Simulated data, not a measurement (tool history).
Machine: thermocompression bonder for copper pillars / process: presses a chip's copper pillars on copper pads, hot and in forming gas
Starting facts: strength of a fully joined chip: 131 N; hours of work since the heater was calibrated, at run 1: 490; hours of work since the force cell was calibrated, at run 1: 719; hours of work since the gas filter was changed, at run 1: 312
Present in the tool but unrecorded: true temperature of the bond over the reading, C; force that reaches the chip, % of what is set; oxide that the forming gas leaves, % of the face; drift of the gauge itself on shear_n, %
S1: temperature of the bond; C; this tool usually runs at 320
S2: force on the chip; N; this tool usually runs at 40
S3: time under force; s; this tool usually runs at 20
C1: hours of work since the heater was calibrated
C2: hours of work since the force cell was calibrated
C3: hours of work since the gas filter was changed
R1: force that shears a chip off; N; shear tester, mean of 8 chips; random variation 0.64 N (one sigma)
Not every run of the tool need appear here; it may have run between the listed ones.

Run 1, hour 0.0: usual settings; C1 490; C2 719; C3 312. Result: R1 63.9 N.
At hour 9.7: forming gas filter changed.
Run 2, hour 62.5: usual settings; C1 525; C2 755; C3 30. Result: R1 71.7 N.
Run 3, hour 89.9: usual settings; C1 541; C2 770; C3 46. Result: R1 70.8 N.
Run 4, hour 139.3: usual settings but S1 339 C; C1 569; C2 798; C3 74. Result: R1 81.5 N.
Run 5, hour 196.7: usual settings but S1 339 C; C1 601; C2 831; C3 106. Result: R1 81.7 N.
Run 6, hour 230.6: usual settings but S1 339 C; C1 621; C2 850; C3 126. Result: R1 80.0 N.
Run 7, hour 270.7: usual settings but S1 339 C; C1 644; C2 873; C3 149. Result: R1 80.2 N.
Run 8, hour 303.9: usual settings; C1 662; C2 892; C3 167. Result: R1 68.6 N.
Run 9, hour 363.5: usual settings; C1 696; C2 926; C3 201. Result: R1 68.6 N.
Run 10, hour 390.5: usual settings but S2 45 N; C1 712; C2 941; C3 217. Result: R1 74.0 N.
Run 11, hour 424.9: usual settings but S2 45 N; C1 731; C2 961; C3 236. Result: R1 72.7 N.
Run 12, hour 467.0: usual settings but S2 45 N; C1 755; C2 985; C3 260. Result: R1 71.6 N.
Run 13, hour 508.3: usual settings; C1 779; C2 1008; C3 284. Result: R1 65.9 N.
Run 14, hour 556.1: usual settings; C1 806; C2 1035; C3 311. Result: R1 64.9 N.
At hour 564.9: forming gas filter changed.
Run 15, hour 616.3: usual settings but S3 36 s; C1 840; C2 1069; C3 29. Result: R1 85.5 N.
Run 16, hour 654.0: usual settings but S3 36 s; C1 861; C2 1091; C3 51. Result: R1 85.4 N.
Run 17, hour 715.5: usual settings but S3 36 s; C1 896; C2 1126; C3 86. Result: R1 85.3 N.
At hour 721.9: force cell calibrated.
Run 18, hour 775.3: usual settings but S2 33 N; C1 930; C2 30; C3 119. Result: R1 58.5 N.
Run 19, hour 814.3: usual settings but S1 323 C, S2 51 N; C1 952; C2 53; C3 141. Result: R1 85.2 N.
Run 20, hour 849.3: usual settings but S1 323 C, S2 51 N; C1 972; C2 73; C3 161. Result: R1 82.9 N.
Run 21, hour 879.1: usual settings but S1 311 C, S2 45 N, S3 31 s; C1 989; C2 89; C3 178. Result: R1 80.3 N.
Run 22, hour 904.3: usual settings but S1 345 C, S2 32 N, S3 12 s; C1 1003; C2 104; C3 192. Result: R1 57.8 N.
Run 23, hour 963.7: usual settings but S1 345 C, S2 32 N, S3 12 s; C1 1037; C2 138; C3 226. Result: R1 57.3 N.
At hour 991.3: force cell calibrated, once more.
Run 24, hour 1020.1: usual settings but S1 322 C, S2 41 N, S3 37 s; C1 1068; C2 16; C3 257. Result: R1 82.9 N.
At hour 1037.4: heater calibrated with a thermocouple chip.
Run 25, hour 1076.1: usual settings but S1 322 C, S2 41 N, S3 37 s; C1 22; C2 47; C3 288. Result: R1 81.7 N.
At hour 1127.9: forming gas filter changed.
Run 26, hour 1138.0: usual settings but S2 53 N, S3 18 s; C1 57; C2 82; C3 6. Result: R1 86.6 N.

What if the next run were any one of these 4? Each begins from the tool's condition after run 26:
Run A, hour 1175.2: usual settings but S1 317 C, S2 27 N, S3 38 s; C1 78; C2 103; C3 27. Result: R1 ?.
Run B, hour 1175.2: usual settings but S1 329 C; C1 78; C2 103; C3 27. Result: R1 ?.
Run C, hour 1175.2: usual settings but S1 295 C, S2 51 N; C1 78; C2 103; C3 27. Result: R1 ?.
Run D, hour 1175.2: usual settings but S1 343 C, S2 39 N, S3 59 s; C1 78; C2 103; C3 27. Result: R1 ?.

run     R1
  A   61.9
  B   78.2
  C   69.7
  D  108.9
Without the tool's unlogged condition, the same runs would have read:
run     R1
  A   61.6
  B   78.0
  C   69.2
  D  109.3
